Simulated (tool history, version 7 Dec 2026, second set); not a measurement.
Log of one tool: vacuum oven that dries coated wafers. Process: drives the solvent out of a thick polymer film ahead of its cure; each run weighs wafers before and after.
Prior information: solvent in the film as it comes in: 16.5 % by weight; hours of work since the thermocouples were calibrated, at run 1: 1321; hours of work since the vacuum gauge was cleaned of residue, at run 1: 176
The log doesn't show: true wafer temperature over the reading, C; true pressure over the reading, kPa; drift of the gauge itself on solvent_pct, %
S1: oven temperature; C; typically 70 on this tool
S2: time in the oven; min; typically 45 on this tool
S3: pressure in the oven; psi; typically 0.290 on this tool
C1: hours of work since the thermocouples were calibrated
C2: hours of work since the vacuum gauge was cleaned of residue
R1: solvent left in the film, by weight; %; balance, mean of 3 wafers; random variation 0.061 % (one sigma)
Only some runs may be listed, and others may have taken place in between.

run,hour,S1,S2,S3,C1,C2,R1
1,0.0,70,45,0.290,1321,176,4.04
2,5.4,70,45,0.290,1325,180,4.01
3,15.9,57,45,0.290,1333,187,8.85
4,23.6,70,45,0.249,1339,193,3.81
5,32.7,64,45,0.290,1346,200,6.02
6,41.1,70,47,0.290,1352,206,3.85
7,48.3,70,47,0.290,1357,211,3.95
8,53.5,70,47,0.290,1361,215,3.85
9,63.1,70,45,0.290,1368,222,3.96
10,74.5,70,45,0.290,1376,231,4.02
11,80.5,70,45,0.290,1381,235,4.02
12,92.3,70,45,0.290,1389,244,4.05
13,101.0,78,45,0.290,1396,250,2.14
14,112.0,70,45,0.290,1404,258,4.09
15,123.9,70,45,0.664,1413,267,6.49
16,129.5,56,31,0.290,1417,271,10.32
17,140.5,72,57,0.152,1425,279,2.04
# hour 143.1: vacuum gauge cleaned of residue and calibrated
18,148.0,58,57,0.538,1429,4,9.96
19,157.0,63,45,0.484,1436,10,8.00
20,168.4,56,28,0.484,1444,19,11.99
21,180.3,56,28,0.484,1453,27,11.94
22,191.8,75,51,0.484,1461,36,3.52
23,199.6,75,51,0.484,1467,42,3.50
24,206.0,75,51,0.496,1472,46,3.61
# hour 209.7: vacuum gauge cleaned of residue and calibrated, once more
25,215.7,63,54,0.509,1478,4,7.33
26,226.3,68,54,0.509,1486,12,5.53
27,236.9,68,42,0.476,1493,20,6.02
28,248.8,77,70,0.397,1502,29,2.37
29,256.8,60,45,0.350,1508,35,8.02
30,267.0,60,45,0.350,1516,42,8.10

Some steps in R1 between neighbouring runs. How much of each would the tool show without its hidden state too (settings, what came in, random variation), and how much is left for the hidden state, with any gauge scatter that isn't in both results?
Run 16 -> 17: S1 56 -> 72, S2 31 -> 57, S3 0.290 -> 0.152. R1 -8.28 %: hidden state -0.19, all else -8.09.
Run 17 -> 18: S1 72 -> 58, S3 0.152 -> 0.538, vacuum gauge cleaned of residue and calibrated. R1 +7.92 %: hidden state +0.39, all else +7.53.
Run 21 -> 22: S1 56 -> 75, S2 28 -> 51. R1 -8.42 %: hidden state -0.16, all else -8.26.
Run 27 -> 28: S1 68 -> 77, S2 42 -> 70, S3 0.476 -> 0.397. R1 -3.65 %: hidden state -0.36, all else -3.29.
Run 28 -> 29: S1 77 -> 60, S2 70 -> 45, S3 0.397 -> 0.350. R1 +5.65 %: hidden state +0.41, all else +5.24.

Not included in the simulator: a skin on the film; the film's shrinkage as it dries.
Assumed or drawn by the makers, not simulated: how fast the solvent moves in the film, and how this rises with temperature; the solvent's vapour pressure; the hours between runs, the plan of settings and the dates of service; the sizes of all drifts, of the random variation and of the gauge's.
